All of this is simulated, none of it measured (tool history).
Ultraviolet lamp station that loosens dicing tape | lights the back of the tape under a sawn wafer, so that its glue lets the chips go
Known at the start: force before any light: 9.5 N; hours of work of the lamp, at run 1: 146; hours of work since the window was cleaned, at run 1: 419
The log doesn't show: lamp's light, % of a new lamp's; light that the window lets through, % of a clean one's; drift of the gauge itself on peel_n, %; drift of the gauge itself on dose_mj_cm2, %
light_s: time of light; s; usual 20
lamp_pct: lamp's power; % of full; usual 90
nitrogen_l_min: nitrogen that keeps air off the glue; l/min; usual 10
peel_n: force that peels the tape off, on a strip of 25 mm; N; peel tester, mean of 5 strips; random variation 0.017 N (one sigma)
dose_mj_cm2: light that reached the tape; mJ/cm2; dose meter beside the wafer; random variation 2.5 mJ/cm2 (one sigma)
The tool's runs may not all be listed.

run   hour  light_s  lamp_pct  nitrogen_l_min  hours of work of the lamp  hours of work since the window was cleaned  peel_n  dose_mj_cm2
  1    0.0       20        90              10                        146                                         419   1.060          252
  2   33.5       20        90              10                        169                                         443   1.041          255
      63.9  -- window cleaned of glue's vapour
  3   69.9       20        90              10                        194                                           4   0.970          269
  4   96.2       20        90              10                        213                                          23   0.989          263
  5  118.2       20        90              10                        228                                          38   1.028          263
  6  141.3       20        90              10                        244                                          54   0.994          263
  7  163.2       15        90              10                        259                                          69   1.747          194
  8  203.1       15        90              10                        287                                          97   1.849          193
  9  241.6       24        97               4                        314                                         124   1.239          324
 10  279.6       37        89               4                        341                                         151   0.649          457
 11  297.4       30        84              10                        353                                         163   0.546          348
 12  332.7       24        60              13                        378                                         188   1.528          194
 13  369.1       20        98              10                        403                                         214   1.007          262
 14  389.9       16        60              10                        418                                         228   3.108          127
 15  431.0       16        60              10                        447                                         257   3.254          128

Forecast each of these 4 alternatives for the next run:
  A  462.3       21        97               9                        469                                         279       ?            ?
  B  462.3       30        76              10                        469                                         279       ?            ?
  C  462.3       16        60              18                        469                                         279       ?            ?
  D  462.3       12        60              10                        469                                         279       ?            ?

run  peel_n  dose_mj_cm2
  A   1.097          261
  B   0.766          291
  C   2.537          123
  D   4.160           95
Without the tool's hidden state the same runs would have given:
run  peel_n  dose_mj_cm2
  A   0.649          331
  B   0.435          368
  C   1.823          156
  D   3.362          120
